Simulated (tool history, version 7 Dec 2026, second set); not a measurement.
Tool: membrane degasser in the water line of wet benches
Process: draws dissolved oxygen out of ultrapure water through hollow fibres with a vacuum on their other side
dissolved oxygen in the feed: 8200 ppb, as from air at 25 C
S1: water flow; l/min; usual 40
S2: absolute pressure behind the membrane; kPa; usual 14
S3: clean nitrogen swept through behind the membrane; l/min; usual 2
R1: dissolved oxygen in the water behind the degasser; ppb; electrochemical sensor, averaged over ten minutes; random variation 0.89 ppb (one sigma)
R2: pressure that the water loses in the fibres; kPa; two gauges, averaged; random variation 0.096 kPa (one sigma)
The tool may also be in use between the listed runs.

run     day  S1    S2    S3      R1     R2
  1       0  40    14     2   517.6  42.06
  2   6.775  40  18.1     2   677.9  42.02
  3  12.246  40  18.1     2     679  41.88
  4  16.554  40    14     2     518  42.21
  5  21.254  40    14     2   518.9  42.15
  6  27.567  40    14  0.88   934.4  42.03
  7  31.621  38    14  0.88   893.5  39.94
  8  34.679  38    14  0.88   893.1  40.14
  9  41.529  38    14  0.88   893.3  40.19
 10  46.921  40    14     2     521   42.2
 11  51.742  40    14     2   518.9  42.16
 12  54.658  54  10.6     2   531.2  57.15
 13  61.217  43    14  0.95   941.2  45.39
 14  65.162  43    14  0.95   944.3  45.44
 15  71.296  25    14  0.95   601.5  26.48
 16  76.275  25    14  0.95   601.6  26.41
 17  80.779  25    16  1.55   472.2  26.51
     81.333  -- vacuum gauge calibrated
 18  83.804  25    16  1.55   466.1  26.52
 19  87.217  40    30     2  1111.4  42.39
 20  93.346  40  34.6  3.48   830.4  42.35
 21  96.946  28    14     2   359.4  29.71
 22   103.5  40  18.8  1.28   977.2  42.43

Forecast each of these 5 alternatives for the next run:
  A  108.708  51  18.8  5.56   ?   ?
  B  108.708  40    20  0.92   ?   ?
  C  108.708  40    17  1.28   ?   ?
  D  108.708  40    14  3.82   ?   ?
  E  108.708  51  30.6  1.32   ?   ?

run      R1     R2
  A     435  54.04
  B  1305.9  42.35
  C   877.1   42.4
  D   319.6  42.37
  E  1828.5  53.99
Without the tool's hidden state the same runs would have given:
run      R1     R2
  A   429.1  53.59
  B  1305.6     42
  C   874.1  42.05
  D   315.3  42.02
  E  1822.9  53.55
